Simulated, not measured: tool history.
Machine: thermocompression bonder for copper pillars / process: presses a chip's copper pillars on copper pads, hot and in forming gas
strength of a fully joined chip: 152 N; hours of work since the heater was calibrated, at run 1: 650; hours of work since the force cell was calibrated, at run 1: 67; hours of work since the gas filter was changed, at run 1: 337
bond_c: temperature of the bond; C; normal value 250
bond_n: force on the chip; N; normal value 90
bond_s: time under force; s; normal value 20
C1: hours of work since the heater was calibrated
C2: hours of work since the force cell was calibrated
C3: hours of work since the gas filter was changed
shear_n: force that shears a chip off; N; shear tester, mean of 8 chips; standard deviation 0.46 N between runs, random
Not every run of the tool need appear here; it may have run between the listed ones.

run 1 hour=0.0 | bond_c=250 bond_n=90 bond_s=20 | C1=650 C2=67 C3=337 | shear_n=96.7
-- hour=15.5 forming gas filter changed
run 2 hour=26.5 | bond_c=250 bond_n=90 bond_s=20 | C1=670 C2=87 C3=8 | shear_n=101.6
run 3 hour=65.1 | bond_c=250 bond_n=90 bond_s=20 | C1=699 C2=116 C3=38 | shear_n=101.6
run 4 hour=93.3 | bond_c=250 bond_n=90 bond_s=20 | C1=721 C2=137 C3=59 | shear_n=102.0
run 5 hour=113.8 | bond_c=250 bond_n=97 bond_s=20 | C1=736 C2=153 C3=75 | shear_n=105.1
run 6 hour=145.1 | bond_c=250 bond_n=97 bond_s=20 | C1=760 C2=177 C3=98 | shear_n=104.0
run 7 hour=186.3 | bond_c=250 bond_n=97 bond_s=20 | C1=791 C2=208 C3=130 | shear_n=103.3
run 8 hour=226.0 | bond_c=276 bond_n=90 bond_s=20 | C1=821 C2=238 C3=160 | shear_n=126.1
run 9 hour=244.6 | bond_c=276 bond_n=90 bond_s=52 | C1=835 C2=252 C3=174 | shear_n=140.3
run 10 hour=267.0 | bond_c=276 bond_n=90 bond_s=30 | C1=852 C2=269 C3=191 | shear_n=133.9
run 11 hour=304.0 | bond_c=276 bond_n=90 bond_s=30 | C1=880 C2=297 C3=219 | shear_n=133.1
run 12 hour=322.6 | bond_c=276 bond_n=90 bond_s=30 | C1=895 C2=311 C3=233 | shear_n=132.3
run 13 hour=346.0 | bond_c=262 bond_n=90 bond_s=20 | C1=912 C2=329 C3=251 | shear_n=113.6
run 14 hour=368.1 | bond_c=262 bond_n=90 bond_s=20 | C1=929 C2=346 C3=268 | shear_n=111.7
run 15 hour=392.3 | bond_c=262 bond_n=90 bond_s=20 | C1=947 C2=364 C3=286 | shear_n=113.5

What will run 16 give?
run 16 hour=415.1 | bond_c=273 bond_n=80 bond_s=53 | C1=965 C2=382 C3=303 | shear_n=?

{"run 16": {"shear_n": 135.8}}
With the hidden condition absent and the run-to-run variation left alone, this run would have shown shear_n 138.3 N.
